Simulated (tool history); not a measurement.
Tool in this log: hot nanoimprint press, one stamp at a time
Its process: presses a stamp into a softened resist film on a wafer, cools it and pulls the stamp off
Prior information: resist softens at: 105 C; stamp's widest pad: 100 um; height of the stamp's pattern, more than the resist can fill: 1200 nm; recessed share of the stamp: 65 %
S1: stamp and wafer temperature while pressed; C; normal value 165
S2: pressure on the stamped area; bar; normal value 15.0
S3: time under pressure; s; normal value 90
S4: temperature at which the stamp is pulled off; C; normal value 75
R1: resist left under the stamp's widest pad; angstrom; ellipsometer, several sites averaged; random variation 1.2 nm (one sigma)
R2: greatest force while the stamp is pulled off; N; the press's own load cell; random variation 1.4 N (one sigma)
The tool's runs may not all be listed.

| run | hour | S1 | S2 | S3 | S4 | R1 | R2 |
|---|---|---|---|---|---|---|---|
| 1 | 0.0 | 165 | 15.0 | 90 | 75 | 3683 | 231 |
| 2 | 13.6 | 165 | 15.0 | 90 | 68 | 3669 | 271 |
|  | 25.0 | stamp cleaned and given a new release coat |
| 3 | 35.4 | 165 | 17.2 | 90 | 75 | 3435 | 229 |
| 4 | 55.3 | 165 | 17.2 | 90 | 75 | 3442 | 231 |
| 5 | 83.1 | 165 | 17.2 | 90 | 75 | 3415 | 228 |
| 6 | 107.6 | 173 | 15.0 | 90 | 75 | 2658 | 230 |
| 7 | 131.3 | 165 | 15.0 | 90 | 75 | 3669 | 229 |
| 8 | 159.1 | 165 | 15.0 | 90 | 75 | 3652 | 228 |
| 9 | 190.4 | 165 | 15.0 | 90 | 75 | 3647 | 233 |
| 10 | 213.5 | 165 | 15.0 | 90 | 75 | 3662 | 229 |
|  | 247.9 | stamp cleaned and given a new release coat |
| 11 | 247.9 | 165 | 15.0 | 90 | 75 | 3638 | 229 |
| 12 | 280.2 | 165 | 15.0 | 90 | 75 | 3621 | 230 |
| 13 | 296.1 | 165 | 15.0 | 90 | 75 | 3651 | 226 |
| 14 | 328.6 | 163 | 16.3 | 90 | 73 | 3762 | 243 |
| 15 | 347.4 | 170 | 16.0 | 71 | 71 | 3070 | 253 |
|  | 352.8 | plate thermocouple calibrated |
| 16 | 374.5 | 170 | 21.6 | 62 | 80 | 2792 | 201 |
| 17 | 405.6 | 175 | 20.5 | 101 | 80 | 1960 | 202 |
| 18 | 430.3 | 155 | 10.1 | 176 | 70 | 5070 | 256 |
| 19 | 450.4 | 172 | 12.5 | 118 | 63 | 2750 | 297 |
|  | 474.4 | stamp cleaned and given a new release coat |
| 20 | 474.4 | 169 | 15.0 | 90 | 73 | 3071 | 241 |
| 21 | 501.1 | 165 | 13.3 | 90 | 75 | 3802 | 230 |
| 22 | 527.4 | 165 | 9.3 | 90 | 71 | 4437 | 252 |
| 23 | 560.6 | 165 | 9.3 | 90 | 68 | 4460 | 271 |

Same runs, no hidden state in the tool, same run-to-run variation:
Hidden conditions of the tool in this case: true temperature over the reading, C; pressure that arrives at the usual setting, %; grip of the stamp's worn release coat, % over a new coat's; drift of the gauge itself on residual_nm, %; drift of the gauge itself on pull_off_n, %.
| run | R1 |
|---|---|
| 1 | 3684 |
| 2 | 3672 |
| 3 | 3440 |
| 4 | 3450 |
| 5 | 3428 |
| 6 | 2671 |
| 7 | 3691 |
| 8 | 3678 |
| 9 | 3678 |
| 10 | 3697 |
| 11 | 3678 |
| 12 | 3666 |
| 13 | 3699 |
| 14 | 3817 |
| 15 | 3117 |
| 16 | 2833 |
| 17 | 1990 |
| 18 | 5161 |
| 19 | 2801 |
| 20 | 3130 |
| 21 | 3880 |
| 22 | 4535 |
| 23 | 4566 |
For R2, the value without the hidden state is never more than 1 N from the measured value.
